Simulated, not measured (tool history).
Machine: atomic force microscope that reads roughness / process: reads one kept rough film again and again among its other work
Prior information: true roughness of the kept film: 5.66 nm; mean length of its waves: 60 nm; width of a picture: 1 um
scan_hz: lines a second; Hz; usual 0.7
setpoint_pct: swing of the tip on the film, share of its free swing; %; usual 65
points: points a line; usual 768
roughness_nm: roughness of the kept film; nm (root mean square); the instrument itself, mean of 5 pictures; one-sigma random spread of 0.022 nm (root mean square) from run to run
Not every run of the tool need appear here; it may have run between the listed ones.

run	day	scan_hz	setpoint_pct	points	roughness_nm
1	0	0.7	65	768	5.408
2	0.696	0.7	65	768	5.418
3	1.458	0.7	79	768	5.326
4	2.279	0.7	65	796	5.432
5	2.933	0.7	65	796	5.395
# day 3.629: new tip fitted
6	3.75	3.116	65	796	5.192
7	4.371	0.7	65	768	5.446
8	4.754	0.7	65	768	5.394
9	5.229	0.7	65	768	5.408
10	5.804	0.7	65	768	5.439
11	6.621	0.7	65	768	5.399
12	7.458	0.7	65	768	5.388
13	8.112	1.141	65	546	5.376
14	8.908	3.733	63	504	5.074
15	9.521	3.733	63	504	5.18

Estimate the outcome of run 16 from the log above:
16	10.017	0.7	65	261	?

Run 16 gave roughness_nm 5.353 nm (root mean square).
Take away the tool's hidden state, keep the run-to-run variation as it was, and the same run would have given roughness_nm 5.367 nm (root mean square).

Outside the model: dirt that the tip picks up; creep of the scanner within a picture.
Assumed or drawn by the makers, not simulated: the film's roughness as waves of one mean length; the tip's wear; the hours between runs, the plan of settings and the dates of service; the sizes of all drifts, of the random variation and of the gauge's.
